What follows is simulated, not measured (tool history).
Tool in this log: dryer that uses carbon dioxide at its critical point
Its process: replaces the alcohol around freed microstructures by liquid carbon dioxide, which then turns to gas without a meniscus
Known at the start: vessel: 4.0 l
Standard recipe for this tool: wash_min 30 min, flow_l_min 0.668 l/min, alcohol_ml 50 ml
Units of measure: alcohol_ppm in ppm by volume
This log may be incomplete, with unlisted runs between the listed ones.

run 1 hour=0.0 | wash_min=30 flow_l_min=0.668 alcohol_ml=50 | alcohol_ppm=248
run 2 hour=36.6 | wash_min=30 flow_l_min=0.668 alcohol_ml=50 | alcohol_ppm=259
run 3 hour=67.9 | wash_min=30 flow_l_min=0.668 alcohol_ml=50 | alcohol_ppm=262
run 4 hour=102.4 | wash_min=30 flow_l_min=0.668 alcohol_ml=50 | alcohol_ppm=257
run 5 hour=137.2 | wash_min=30 flow_l_min=0.773 alcohol_ml=50 | alcohol_ppm=149
run 6 hour=161.1 | wash_min=30 flow_l_min=0.773 alcohol_ml=50 | alcohol_ppm=162
run 7 hour=186.7 | wash_min=30 flow_l_min=0.773 alcohol_ml=50 | alcohol_ppm=156
run 8 hour=217.3 | wash_min=30 flow_l_min=0.668 alcohol_ml=50 | alcohol_ppm=286
run 9 hour=235.3 | wash_min=30 flow_l_min=0.460 alcohol_ml=50 | alcohol_ppm=931
run 10 hour=272.8 | wash_min=30 flow_l_min=0.677 alcohol_ml=50 | alcohol_ppm=284
run 11 hour=306.1 | wash_min=30 flow_l_min=0.403 alcohol_ml=50 | alcohol_ppm=1332
run 12 hour=338.5 | wash_min=30 flow_l_min=0.566 alcohol_ml=50 | alcohol_ppm=553
run 13 hour=362.7 | wash_min=30 flow_l_min=0.566 alcohol_ml=50 | alcohol_ppm=555
run 14 hour=387.2 | wash_min=30 flow_l_min=0.566 alcohol_ml=50 | alcohol_ppm=564
run 15 hour=418.5 | wash_min=38 flow_l_min=0.668 alcohol_ml=50 | alcohol_ppm=156
run 16 hour=437.0 | wash_min=38 flow_l_min=0.668 alcohol_ml=50 | alcohol_ppm=159
run 17 hour=468.0 | wash_min=38 flow_l_min=0.668 alcohol_ml=50 | alcohol_ppm=161
run 18 hour=487.1 | wash_min=38 flow_l_min=0.668 alcohol_ml=50 | alcohol_ppm=159
-- hour=489.9 inlet filter changed
run 19 hour=523.6 | wash_min=38 flow_l_min=0.668 alcohol_ml=50 | alcohol_ppm=130
run 20 hour=540.0 | wash_min=38 flow_l_min=0.668 alcohol_ml=50 | alcohol_ppm=123
run 21 hour=574.0 | wash_min=38 flow_l_min=0.668 alcohol_ml=50 | alcohol_ppm=128
run 22 hour=611.8 | wash_min=38 flow_l_min=0.668 alcohol_ml=50 | alcohol_ppm=143
run 23 hour=638.7 | wash_min=19 flow_l_min=0.668 alcohol_ml=50 | alcohol_ppm=983
run 24 hour=673.1 | wash_min=30 flow_l_min=0.668 alcohol_ml=23 | alcohol_ppm=170
run 25 hour=710.3 | wash_min=41 flow_l_min=0.674 alcohol_ml=23 | alcohol_ppm=95
run 26 hour=732.2 | wash_min=26 flow_l_min=0.796 alcohol_ml=34 | alcohol_ppm=202
run 27 hour=765.5 | wash_min=29 flow_l_min=0.796 alcohol_ml=34 | alcohol_ppm=154
run 28 hour=785.0 | wash_min=18 flow_l_min=0.668 alcohol_ml=50 | alcohol_ppm=1197
run 29 hour=814.5 | wash_min=22 flow_l_min=0.445 alcohol_ml=118 | alcohol_ppm=4436
run 30 hour=850.9 | wash_min=30 flow_l_min=0.578 alcohol_ml=37 | alcohol_ppm=407
run 31 hour=888.2 | wash_min=30 flow_l_min=0.578 alcohol_ml=37 | alcohol_ppm=394
run 32 hour=920.3 | wash_min=30 flow_l_min=0.801 alcohol_ml=30 | alcohol_ppm=156
run 33 hour=959.2 | wash_min=30 flow_l_min=0.534 alcohol_ml=27 | alcohol_ppm=416
run 34 hour=975.5 | wash_min=30 flow_l_min=0.534 alcohol_ml=27 | alcohol_ppm=415
run 35 hour=994.6 | wash_min=30 flow_l_min=0.534 alcohol_ml=27 | alcohol_ppm=408
run 36 hour=1025.7 | wash_min=30 flow_l_min=0.721 alcohol_ml=27 | alcohol_ppm=209
run 37 hour=1059.6 | wash_min=31 flow_l_min=0.721 alcohol_ml=27 | alcohol_ppm=189
run 38 hour=1084.2 | wash_min=31 flow_l_min=0.721 alcohol_ml=27 | alcohol_ppm=206
run 39 hour=1115.9 | wash_min=35 flow_l_min=0.668 alcohol_ml=47 | alcohol_ppm=244
run 40 hour=1147.6 | wash_min=48 flow_l_min=1.003 alcohol_ml=102 | alcohol_ppm=106
-- hour=1175.8 inlet filter changed
run 41 hour=1182.8 | wash_min=47 flow_l_min=1.003 alcohol_ml=66 | alcohol_ppm=100
run 42 hour=1221.1 | wash_min=47 flow_l_min=1.003 alcohol_ml=25 | alcohol_ppm=106
run 43 hour=1237.0 | wash_min=47 flow_l_min=1.003 alcohol_ml=25 | alcohol_ppm=110
run 44 hour=1269.0 | wash_min=24 flow_l_min=0.570 alcohol_ml=34 | alcohol_ppm=628
run 45 hour=1294.1 | wash_min=28 flow_l_min=1.021 alcohol_ml=82 | alcohol_ppm=165
run 46 hour=1312.6 | wash_min=28 flow_l_min=0.478 alcohol_ml=91 | alcohol_ppm=1710
run 47 hour=1335.6 | wash_min=28 flow_l_min=0.478 alcohol_ml=91 | alcohol_ppm=1727

For some of the steps in alcohol_ppm from one run to the next: how much would appear even if the tool had no hidden state, given the settings, what came in and random variation, and how much remains for the hidden state plus any gauge scatter that the measured result and the result without hidden state don't share?
Unlogged tool condition in this case: flow that reaches the vessel past the clogged filter, %; alcohol in the recycled carbon dioxide, ppm; drift of the gauge itself on alcohol_ppm, %.
Run 10 -> 11: flow_l_min 0.677 -> 0.403. alcohol_ppm +1048 ppm by volume: hidden state +159, all else +889.
Run 28 -> 29: wash_min 18 -> 22, flow_l_min 0.668 -> 0.445, alcohol_ml 50 -> 118. alcohol_ppm +3239 ppm by volume: hidden state +277, all else +2962.
Run 29 -> 30: wash_min 22 -> 30, flow_l_min 0.445 -> 0.578, alcohol_ml 118 -> 37. alcohol_ppm -4029 ppm by volume: hidden state -330, all else -3699.
Run 45 -> 46: flow_l_min 1.021 -> 0.478, alcohol_ml 82 -> 91. alcohol_ppm +1545 ppm by volume: hidden state +87, all else +1458.
